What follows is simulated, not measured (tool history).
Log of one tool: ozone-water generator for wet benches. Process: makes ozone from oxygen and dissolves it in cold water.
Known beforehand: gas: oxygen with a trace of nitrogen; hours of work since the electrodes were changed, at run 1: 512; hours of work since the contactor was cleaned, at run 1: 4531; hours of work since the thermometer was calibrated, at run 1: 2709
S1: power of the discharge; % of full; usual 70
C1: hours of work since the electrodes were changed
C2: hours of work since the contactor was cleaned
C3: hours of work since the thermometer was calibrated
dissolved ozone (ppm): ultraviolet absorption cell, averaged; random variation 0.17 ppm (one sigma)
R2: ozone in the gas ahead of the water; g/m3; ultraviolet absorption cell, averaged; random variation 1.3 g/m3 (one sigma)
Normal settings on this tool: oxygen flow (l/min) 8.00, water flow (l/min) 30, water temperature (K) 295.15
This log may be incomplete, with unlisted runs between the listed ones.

run 1 hour=0.0 | S1=70 oxygen_flow_(l/min)=8.00 water_flow_(l/min)=30 water_temperature_(K)=295.15 | C1=512 C2=4531 C3=2709 | dissolved_ozone_(ppm)=21.6 R2=228.4
run 2 hour=20.3 | S1=70 oxygen_flow_(l/min)=8.00 water_flow_(l/min)=30 water_temperature_(K)=295.15 | C1=529 C2=4547 C3=2726 | dissolved_ozone_(ppm)=21.8 R2=226.8
run 3 hour=49.7 | S1=70 oxygen_flow_(l/min)=8.00 water_flow_(l/min)=30 water_temperature_(K)=295.15 | C1=553 C2=4571 C3=2750 | dissolved_ozone_(ppm)=21.8 R2=228.4
run 4 hour=66.2 | S1=70 oxygen_flow_(l/min)=8.00 water_flow_(l/min)=30 water_temperature_(K)=295.15 | C1=566 C2=4585 C3=2764 | dissolved_ozone_(ppm)=21.6 R2=227.7
run 5 hour=97.3 | S1=58 oxygen_flow_(l/min)=8.00 water_flow_(l/min)=30 water_temperature_(K)=295.15 | C1=592 C2=4610 C3=2789 | dissolved_ozone_(ppm)=19.4 R2=204.5
run 6 hour=126.3 | S1=58 oxygen_flow_(l/min)=8.00 water_flow_(l/min)=30 water_temperature_(K)=295.15 | C1=616 C2=4634 C3=2813 | dissolved_ozone_(ppm)=19.6 R2=201.3
-- hour=132.4 contactor cleaned
run 7 hour=153.6 | S1=95 oxygen_flow_(l/min)=8.00 water_flow_(l/min)=30 water_temperature_(K)=295.15 | C1=635 C2=17 C3=2832 | dissolved_ozone_(ppm)=25.2 R2=272.3

Run 8 has not been measured yet. What should we expect?
run 8 hour=170.4 | S1=70 oxygen_flow_(l/min)=7.49 water_flow_(l/min)=26 water_temperature_(K)=298.15 | C1=649 C2=31 C3=2846 | dissolved_ozone_(ppm)=? R2=?

{"run 8": {"dissolved ozone (ppm)": 22.9, "R2": 233.3}}
Without the tool's hidden state the same run would have given dissolved ozone (ppm) 25.0, R2 237.9 g/m3.
